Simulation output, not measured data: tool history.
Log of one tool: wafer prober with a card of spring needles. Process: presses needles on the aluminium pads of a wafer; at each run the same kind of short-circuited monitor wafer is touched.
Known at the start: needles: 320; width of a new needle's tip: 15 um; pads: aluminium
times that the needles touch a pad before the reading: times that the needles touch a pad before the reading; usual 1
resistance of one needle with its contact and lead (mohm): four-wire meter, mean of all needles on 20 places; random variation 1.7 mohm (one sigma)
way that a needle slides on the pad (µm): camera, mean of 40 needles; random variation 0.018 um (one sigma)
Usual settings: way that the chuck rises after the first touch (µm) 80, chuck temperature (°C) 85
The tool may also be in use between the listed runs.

| run | day | way that the chuck rises after the first touch (µm) | chuck temperature (°C) | times that the needles touch a pad before the reading | resistance of one needle with its contact and lead (mohm) | way that a needle slides on the pad (µm) |
|---|---|---|---|---|---|---|
| 1 | 0.000 | 80 | 85 | 1 | 172 | 18.61 |
| 2 | 0.254 | 80 | 85 | 1 | 173 | 18.61 |
| 3 | 0.521 | 80 | 85 | 1 | 174 | 18.66 |
| 4 | 0.929 | 80 | 85 | 1 | 176 | 18.63 |
| 5 | 1.212 | 80 | 36 | 1 | 165 | 18.60 |
| 6 | 1.462 | 80 | 36 | 1 | 166 | 18.62 |
| 7 | 1.842 | 80 | 85 | 1 | 174 | 18.62 |
| 8 | 2.179 | 80 | 85 | 1 | 177 | 18.65 |
| 9 | 2.375 | 80 | 85 | 1 | 170 | 18.62 |
| 10 | 2.608 | 80 | 85 | 1 | 175 | 18.61 |
| 11 | 3.017 | 80 | 59 | 1 | 170 | 18.61 |
| 12 | 3.317 | 74 | 59 | 1 | 171 | 17.24 |
| 13 | 3.592 | 74 | 59 | 1 | 174 | 17.24 |
| 14 | 3.792 | 74 | 43 | 1 | 167 | 17.22 |
| 15 | 4.000 | 74 | 43 | 1 | 165 | 17.25 |
| 16 | 4.300 | 80 | 28 | 1 | 165 | 18.64 |
| 17 | 4.508 | 80 | 85 | 1 | 172 | 18.65 |
| 18 | 4.750 | 77 | 85 | 1 | 176 | 17.92 |
| 19 | 5.079 | 83 | 86 | 2 | 176 | 19.34 |
| 20 | 5.342 | 73 | 89 | 1 | 179 | 17.01 |
| 21 | 5.571 | 92 | 54 | 1 | 166 | 21.41 |
| 22 | 5.929 | 80 | 27 | 2 | 166 | 18.62 |
| 23 | 6.175 | 62 | 47 | 1 | 173 | 14.42 |
| 24 | 6.421 | 66 | 47 | 2 | 173 | 15.36 |
| 25 | 6.642 | 64 | 55 | 2 | 174 | 14.91 |
| 26 | 6.896 | 64 | 55 | 2 | 171 | 14.91 |
| 27 | 7.317 | 80 | 100 | 1 | 177 | 18.65 |
| 28 | 7.617 | 80 | 42 | 1 | 169 | 18.65 |
| 29 | 7.954 | 80 | 42 | 1 | 169 | 18.59 |
| 30 | 8.342 | 80 | 42 | 1 | 165 | 18.63 |
| 31 | 8.746 | 67 | 44 | 2 | 167 | 15.60 |
| 32 | 9.038 | 68 | 53 | 2 | 171 | 15.83 |
| 33 | 9.400 | 68 | 53 | 2 | 170 | 15.82 |

Not shown: 20 entries that the log had between the listed runs. Between which runs, and how does the tool's hidden state differ before and after?
Between runs 2 and 3: tips cleaned on abrasive film (day 0.392)
  debris on the tips, nm: 1.4 -> 0.7
Between runs 3 and 4: tips cleaned on abrasive film (day 0.896)
  debris on the tips, nm: 0.7 -> 0.3
Between runs 5 and 6: tips cleaned on abrasive film (day 1.396)
  debris on the tips, nm: 1.3 -> 0.5
Between runs 7 and 8: tips cleaned on abrasive film (day 1.879)
  debris on the tips, nm: 1.5 -> 1.3
Between runs 8 and 9: tips cleaned on abrasive film (day 2.375)
  debris on the tips, nm: 1.3 -> 0.2; tips' diameter, um: 15 -> 15.01
Between runs 10 and 11: tips cleaned on abrasive film (day 2.854)
  debris on the tips, nm: 1.1 -> 0.9; way that the needles fall short of the set height, um: 0.01 -> 0.02
Between runs 12 and 13: tips cleaned on abrasive film (day 3.350)
  debris on the tips, nm: 1.6 -> 1.1
Between runs 14 and 15: tips cleaned on abrasive film (day 3.854); height of the first contact set anew (day 3.867)
  debris on the tips, nm: 1.5 -> 0.8; way that the needles fall short of the set height, um: 0.02 -> 0
Between runs 16 and 17: tips cleaned on abrasive film (day 4.362)
  debris on the tips, nm: 1.5 -> 0.8
Between runs 18 and 19: tips cleaned on abrasive film (day 4.858)
  debris on the tips, nm: 1.4 -> 1
Between runs 19 and 20: tips cleaned on abrasive film (day 5.342)
  debris on the tips, nm: 1 -> 0.1
Between runs 21 and 22: tips cleaned on abrasive film (day 5.825)
  debris on the tips, nm: 1 -> 0.6
Between runs 23 and 24: tips cleaned on abrasive film (day 6.321)
  debris on the tips, nm: 1.3 -> 0.6
Between runs 25 and 26: tips cleaned on abrasive film (day 6.833)
  debris on the tips, nm: 1.3 -> 0.4; way that the needles fall short of the set height, um: 0 -> 0.01
Between runs 26 and 27: tips cleaned on abrasive film (day 7.317)
  debris on the tips, nm: 0.4 -> 0.2
Between runs 28 and 29: tips cleaned on abrasive film (day 7.821)
  debris on the tips, nm: 1.2 -> 0.7
Between runs 29 and 30: tips cleaned on abrasive film (day 8.321)
  debris on the tips, nm: 0.7 -> 0.2
Between runs 31 and 32: tips cleaned on abrasive film (day 8.800)
  debris on the tips, nm: 1.5 -> 1.1
Between runs 32 and 33: tips cleaned on abrasive film (day 9.304)
  debris on the tips, nm: 1.1 -> 0.6

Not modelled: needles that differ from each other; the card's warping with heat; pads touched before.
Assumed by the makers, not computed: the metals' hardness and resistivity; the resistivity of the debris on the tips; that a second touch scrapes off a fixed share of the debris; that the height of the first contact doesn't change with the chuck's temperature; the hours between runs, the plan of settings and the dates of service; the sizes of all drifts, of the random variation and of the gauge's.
